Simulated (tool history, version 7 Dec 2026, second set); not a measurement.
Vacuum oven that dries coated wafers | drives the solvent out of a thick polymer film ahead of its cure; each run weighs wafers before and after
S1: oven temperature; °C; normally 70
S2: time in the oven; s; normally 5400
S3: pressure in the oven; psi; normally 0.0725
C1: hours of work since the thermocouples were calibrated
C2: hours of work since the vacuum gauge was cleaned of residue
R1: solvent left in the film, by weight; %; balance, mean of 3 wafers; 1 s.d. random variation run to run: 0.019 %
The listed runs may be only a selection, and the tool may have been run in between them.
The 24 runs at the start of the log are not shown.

| run | hour | S1 | S2 | S3 | C1 | C2 | R1 |
|---|---|---|---|---|---|---|---|
| 25 | 777.1 | 66 | 5400 | 0.0541 | 541 | 222 | 3.04 |
| 26 | 807.7 | 69 | 3900 | 0.1707 | 564 | 244 | 3.95 |
| 27 | 835.7 | 69 | 3360 | 0.0425 | 584 | 265 | 4.40 |
| 28 | 864.3 | 69 | 3360 | 0.0425 | 605 | 286 | 4.41 |
| 29 | 883.1 | 69 | 3360 | 0.0425 | 619 | 299 | 4.43 |
| 30 | 917.5 | 69 | 3360 | 0.0425 | 644 | 325 | 4.39 |
| 31 | 938.6 | 69 | 3360 | 0.0425 | 660 | 340 | 4.41 |
| 32 | 979.7 | 69 | 3360 | 0.0425 | 690 | 370 | 4.40 |
| 33 | 1011.9 | 65 | 5580 | 0.0999 | 714 | 394 | 3.29 |
|  | 1024.8 | oven's thermocouples calibrated |
| 34 | 1035.8 | 80 | 5580 | 0.0999 | 8 | 410 | 0.51 |
| 35 | 1075.4 | 79 | 8640 | 0.0725 | 37 | 439 | 0.23 |
| 36 | 1112.8 | 67 | 5400 | 0.0701 | 65 | 467 | 3.05 |
| 37 | 1154.7 | 77 | 4680 | 0.1043 | 95 | 497 | 1.18 |
| 38 | 1175.4 | 77 | 4680 | 0.1043 | 110 | 512 | 1.22 |
| 39 | 1212.9 | 70 | 5100 | 0.1785 | 138 | 540 | 2.64 |
| 40 | 1248.6 | 82 | 5100 | 0.0468 | 164 | 566 | 0.37 |
| 41 | 1282.5 | 56 | 9180 | 0.2811 | 189 | 591 | 5.06 |
| 42 | 1310.3 | 56 | 9180 | 0.2811 | 209 | 611 | 5.10 |
| 43 | 1337.7 | 56 | 9180 | 0.2811 | 230 | 632 | 5.07 |
| 44 | 1364.1 | 77 | 5400 | 0.0725 | 249 | 651 | 0.81 |
| 45 | 1383.1 | 77 | 4260 | 0.0792 | 263 | 665 | 1.44 |
| 46 | 1422.0 | 56 | 6420 | 0.0693 | 292 | 693 | 6.08 |

Forecast each of these 3 alternatives for the next run:
| A | 1451.1 | 85 | 8040 | 0.0693 | 313 | 715 | ? |
| B | 1451.1 | 79 | 5400 | 0.0725 | 313 | 715 | ? |
| C | 1451.1 | 56 | 6840 | 0.0693 | 313 | 715 | ? |

| run | R1 |
|---|---|
| A | 0.16 |
| B | 0.59 |
| C | 5.80 |
Stripped of hidden state, with their random variation kept, the same runs would have yielded:
| run | R1 |
|---|---|
| A | 0.11 |
| B | 0.55 |
| C | 5.77 |
